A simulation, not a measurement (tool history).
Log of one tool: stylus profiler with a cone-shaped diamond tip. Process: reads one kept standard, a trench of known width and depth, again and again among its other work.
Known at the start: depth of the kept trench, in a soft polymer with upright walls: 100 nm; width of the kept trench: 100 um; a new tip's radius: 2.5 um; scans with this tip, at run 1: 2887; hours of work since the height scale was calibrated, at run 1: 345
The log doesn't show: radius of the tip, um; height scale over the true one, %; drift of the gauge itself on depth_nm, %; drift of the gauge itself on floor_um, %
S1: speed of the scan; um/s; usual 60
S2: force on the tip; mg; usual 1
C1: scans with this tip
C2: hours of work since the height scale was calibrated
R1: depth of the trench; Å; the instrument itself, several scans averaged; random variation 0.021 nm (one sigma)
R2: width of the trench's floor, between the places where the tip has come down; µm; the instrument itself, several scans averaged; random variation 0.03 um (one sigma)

| run | day | S1 | S2 | C1 | C2 | R1 | R2 |
|---|---|---|---|---|---|---|---|
| 1 | 0 | 60 | 1 | 2887 | 345 | 1005 | 98.11 |
| 2 | 0.508 | 60 | 1 | 2962 | 354 | 1005.1 | 98.14 |
| 3 | 1.367 | 60 | 1 | 3089 | 369 | 1004.6 | 98.12 |
| 4 | 1.988 | 20 | 1 | 3181 | 380 | 1005.1 | 98.38 |
| 5 | 2.504 | 20 | 1 | 3257 | 389 | 1005.2 | 98.3 |
| 6 | 3.354 | 20 | 1 | 3382 | 404 | 1005.1 | 98.37 |
| 7 | 3.971 | 20 | 1 | 3474 | 415 | 1005.5 | 98.35 |
| 8 | 4.379 | 18 | 1 | 3534 | 422 | 1005.1 | 98.36 |
| 9 | 4.988 | 60 | 1.01 | 3624 | 433 | 1005 | 98.11 |
| 10 | 5.558 | 60 | 1.01 | 3708 | 443 | 1005.3 | 98.11 |
| 11 | 6.367 | 55 | 1 | 3828 | 457 | 1005.1 | 98.13 |
| 12 | 7.038 | 55 | 1 | 3927 | 469 | 1005.5 | 98.18 |
| 13 | 7.442 | 60 | 1 | 3987 | 476 | 1005.4 | 98.08 |
| 14 | 7.829 | 60 | 1 | 4044 | 483 | 1005.5 | 98.09 |
| 15 | 8.517 | 60 | 1 | 4145 | 495 | 1005.7 | 98.07 |
| 16 | 9.138 | 40 | 1 | 4237 | 506 | 1005.8 | 98.22 |
| 17 | 9.521 | 40 | 1 | 4294 | 513 | 1005.2 | 98.21 |
|  | 9.612 | height scale calibrated on a step standard |
| 18 | 10.275 | 40 | 1 | 4402 | 12 | 1006 | 98.19 |
| 19 | 10.817 | 140 | 0.52 | 4482 | 21 | 1005.2 | 97.3 |
| 20 | 11.5 | 140 | 0.52 | 4583 | 33 | 1005.1 | 97.26 |
|  | 12.108 | height scale calibrated on a step standard, once more |
| 21 | 12.192 | 67 | 0.6 | 4682 | 1 | 1003.4 | 97.98 |
| 22 | 13.012 | 67 | 0.6 | 4803 | 16 | 1003.2 | 97.95 |
| 23 | 13.767 | 113 | 2.69 | 4915 | 29 | 1007.7 | 98.02 |
| 24 | 14.167 | 113 | 2.69 | 4974 | 36 | 1007.4 | 98.05 |
| 25 | 14.821 | 113 | 1.26 | 5071 | 48 | 1004.8 | 97.82 |
| 26 | 15.392 | 220 | 1 | 5155 | 58 | 1004.6 | 97.1 |
| 27 | 15.883 | 220 | 1 | 5228 | 67 | 1004.7 | 97.11 |
| 28 | 16.3 | 194 | 0.89 | 5289 | 74 | 1004.6 | 97.16 |
| 29 | 16.738 | 21 | 0.84 | 5354 | 82 | 1004.1 | 98.29 |
| 30 | 17.358 | 21 | 0.38 | 5446 | 93 | 1002.9 | 98.19 |
| 31 | 17.775 | 113 | 0.8 | 5507 | 100 | 1003.9 | 97.68 |
| 32 | 18.533 | 216 | 0.93 | 5619 | 113 | 1004.5 | 97.07 |
| 33 | 19.346 | 216 | 0.93 | 5739 | 128 | 1004.7 | 97.07 |
| 34 | 19.788 | 29 | 0.39 | 5805 | 136 | 1002.6 | 98.18 |
| 35 | 20.242 | 139 | 0.77 | 5872 | 144 | 1004.3 | 97.5 |

3 ways to go on from here, each from the tool as it stands after run 35. What would each give?
| A | 20.975 | 139 | 0.4 | 5980 | 157 | ? | ? |
| B | 20.975 | 33 | 2.39 | 5980 | 157 | ? | ? |
| C | 20.975 | 139 | 0.59 | 5980 | 157 | ? | ? |

| run | R1 | R2 |
|---|---|---|
| A | 1003 | 97.13 |
| B | 1008 | 98.33 |
| C | 1003.7 | 97.32 |
Without the tool's hidden state the same runs would have given:
| run | R1 | R2 |
|---|---|---|
| A | 1001.8 | 97.31 |
| B | 1006.8 | 98.51 |
| C | 1002.5 | 97.5 |
